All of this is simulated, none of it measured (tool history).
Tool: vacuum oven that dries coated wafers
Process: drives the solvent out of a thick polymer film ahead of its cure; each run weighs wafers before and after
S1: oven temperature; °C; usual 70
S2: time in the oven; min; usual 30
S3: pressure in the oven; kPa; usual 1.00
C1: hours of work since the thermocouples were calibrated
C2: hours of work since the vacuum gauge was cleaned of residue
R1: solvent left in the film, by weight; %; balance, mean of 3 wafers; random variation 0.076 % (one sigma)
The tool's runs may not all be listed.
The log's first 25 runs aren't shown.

run	hour	S1	S2	S3	C1	C2	R1
26	927.6	70	52	1.00	105	912	3.15
27	968.9	70	52	1.00	135	942	3.31
28	1001.7	65	24	2.59	159	966	10.90
29	1025.9	65	25	2.59	176	984	10.21
# hour 1053.0: oven's thermocouples calibrated, once more
30	1053.9	65	25	2.59	1	1003	9.77
31	1086.6	67	25	0.77	25	1027	8.36
32	1116.6	59	30	1.00	47	1049	10.54
33	1161.4	58	30	2.17	79	1082	11.69
34	1210.8	58	30	2.17	115	1118	11.56
35	1262.7	70	28	0.68	153	1156	6.41
36	1289.2	62	28	1.00	173	1175	9.90
37	1321.7	70	32	1.00	197	1199	5.64
38	1374.5	82	18	0.99	235	1238	4.88
39	1399.1	76	17	1.70	253	1255	7.62
40	1443.3	76	17	1.70	285	1288	7.69
41	1494.1	70	35	1.00	323	1325	4.99
42	1542.2	70	30	2.88	358	1360	7.02
43	1585.1	70	30	2.88	389	1392	6.86
44	1611.4	72	28	0.89	408	1411	5.86
45	1647.2	72	28	0.89	435	1437	5.79
46	1693.9	72	28	0.89	469	1471	5.69

Forecast each of these 4 alternatives for the next run:
A	1729.9	69	28	1.71	495	1498	?
B	1729.9	84	23	0.64	495	1498	?
C	1729.9	70	36	1.00	495	1498	?
D	1729.9	70	30	1.05	495	1498	?

run	R1
A	7.38
B	2.76
C	5.00
D	6.08
Without the tool's hidden state the same runs would have given:
run	R1
A	6.91
B	2.45
C	4.53
D	5.61
